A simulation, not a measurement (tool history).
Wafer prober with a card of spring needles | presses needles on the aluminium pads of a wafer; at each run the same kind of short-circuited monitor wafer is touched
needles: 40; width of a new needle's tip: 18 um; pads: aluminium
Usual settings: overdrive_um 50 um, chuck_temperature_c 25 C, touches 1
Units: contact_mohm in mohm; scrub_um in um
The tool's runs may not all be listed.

run	day	overdrive_um	chuck_temperature_c	touches	contact_mohm	scrub_um
1	0	50	25	1	136	10.67
# day 0.183: tips cleaned on abrasive film
2	1.062	50	25	1	135	10.72
# day 1.162: tips cleaned on abrasive film
# day 2.129: tips cleaned on abrasive film
3	2.429	50	25	1	137	10.67
# day 3.108: tips cleaned on abrasive film
4	3.796	50	25	1	136	10.61
# day 4.025: tips cleaned on abrasive film
# day 5.05: tips cleaned on abrasive film
5	5.738	50	25	1	137	10.71
# day 6.021: tips cleaned on abrasive film
6	6.696	50	41	1	141	10.59
# day 7.088: tips cleaned on abrasive film
7	7.888	50	41	1	138	10.69
# day 8.154: tips cleaned on abrasive film
# day 9.083: tips cleaned on abrasive film
8	9.521	63	41	1	133	13.48
# day 10.108: tips cleaned on abrasive film
9	10.638	50	25	1	136	10.58
# day 11.062: tips cleaned on abrasive film
# day 11.996: tips cleaned on abrasive film
10	12.621	50	25	1	139	10.72
# day 12.938: tips cleaned on abrasive film
# day 13.925: tips cleaned on abrasive film
11	13.958	50	25	1	137	10.67
# day 14.917: tips cleaned on abrasive film
12	15.8	50	25	1	136	10.59
# day 15.95: tips cleaned on abrasive film
13	16.633	50	25	1	135	10.54
# day 17: tips cleaned on abrasive film
14	17.442	50	25	1	135	10.68
# day 17.862: height of the first contact set anew
# day 18.029: tips cleaned on abrasive film
# day 19.012: tips cleaned on abrasive film
15	19.175	50	25	1	136	10.62
# day 19.983: tips cleaned on abrasive film
16	20.5	50	25	1	139	10.66
# day 20.938: tips cleaned on abrasive film
# day 21.875: tips cleaned on abrasive film
17	22.062	42	55	2	150	8.94
# day 22.908: tips cleaned on abrasive film
18	23.4	42	55	2	152	8.83

The next listed run, before its measurement:
# day 23.938: tips cleaned on abrasive film
# day 24.846: tips cleaned on abrasive film
19	25.3	42	55	2	?	?

Run 19 gave contact_mohm 149 mohm, scrub_um 8.82 um.
Without the tool's hidden state the same run would have given contact_mohm 149 mohm, scrub_um 8.82 um.

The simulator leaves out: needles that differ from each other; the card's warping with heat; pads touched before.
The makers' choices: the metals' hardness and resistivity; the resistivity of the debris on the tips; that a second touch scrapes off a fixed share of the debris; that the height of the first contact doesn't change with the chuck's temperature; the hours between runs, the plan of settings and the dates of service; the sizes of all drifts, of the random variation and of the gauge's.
